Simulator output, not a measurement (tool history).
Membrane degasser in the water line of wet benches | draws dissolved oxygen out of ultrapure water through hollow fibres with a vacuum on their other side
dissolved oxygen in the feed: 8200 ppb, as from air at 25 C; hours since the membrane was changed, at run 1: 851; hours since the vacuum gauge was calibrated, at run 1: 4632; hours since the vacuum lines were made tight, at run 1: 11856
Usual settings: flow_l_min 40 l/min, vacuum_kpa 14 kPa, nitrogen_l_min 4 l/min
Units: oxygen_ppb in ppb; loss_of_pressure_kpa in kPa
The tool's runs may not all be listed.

run	hour	flow_l_min	vacuum_kpa	nitrogen_l_min	hours since the membrane was changed	hours since the vacuum gauge was calibrated	hours since the vacuum lines were made tight	oxygen_ppb	loss_of_pressure_kpa
1	0	40	14	4	851	4632	11856	262	32.04
2	44.9	40	14	4	896	4676	11901	261.1	32.27
3	86.6	40	14	4.12	938	4718	11943	252.8	32.35
4	116.2	40	30.1	4.12	968	4748	11973	591.6	31.97
5	166.4	40	30.1	4.12	1018	4798	12023	586.3	32.26
6	194.2	44	14	4	1046	4826	12051	295.1	35.43
7	248.1	44	14	4	1099	4880	12104	292.5	35.22
# hour 267.8: vacuum gauge calibrated
8	277.3	33	14	4	1128	9	12133	211.6	26.81
9	318.7	46	14	4	1169	51	12175	308.2	36.99
10	377.4	46	14	4	1228	110	12233	311.1	36.93
11	438.4	36	14	4.44	1289	171	12294	210.4	28.89
12	482.5	40	15.9	4	1333	215	12338	300.9	32.16
13	527.1	26	23.8	5.56	1378	259	12383	228.5	20.78
14	579.2	26	23.8	5.56	1430	311	12435	229.2	20.72
# hour 644.7: seals of the vacuum lines changed
15	644.7	26	23.8	5.56	1494	375	0	232.6	20.75

Forecast each of these 3 alternatives for the next run:
A	685.2	40	23.2	4.34	1534	415	41	?	?
B	685.2	44	20.1	10.91	1534	415	41	?	?
C	685.2	24	23.8	5.56	1534	415	41	?	?

run	oxygen_ppb	loss_of_pressure_kpa
A	429.6	32.39
B	187.3	35.5
C	211.4	19.46
Without the tool's hidden state the same runs would have given:
run	oxygen_ppb	loss_of_pressure_kpa
A	429.6	32.38
B	187.3	35.5
C	211.4	19.46
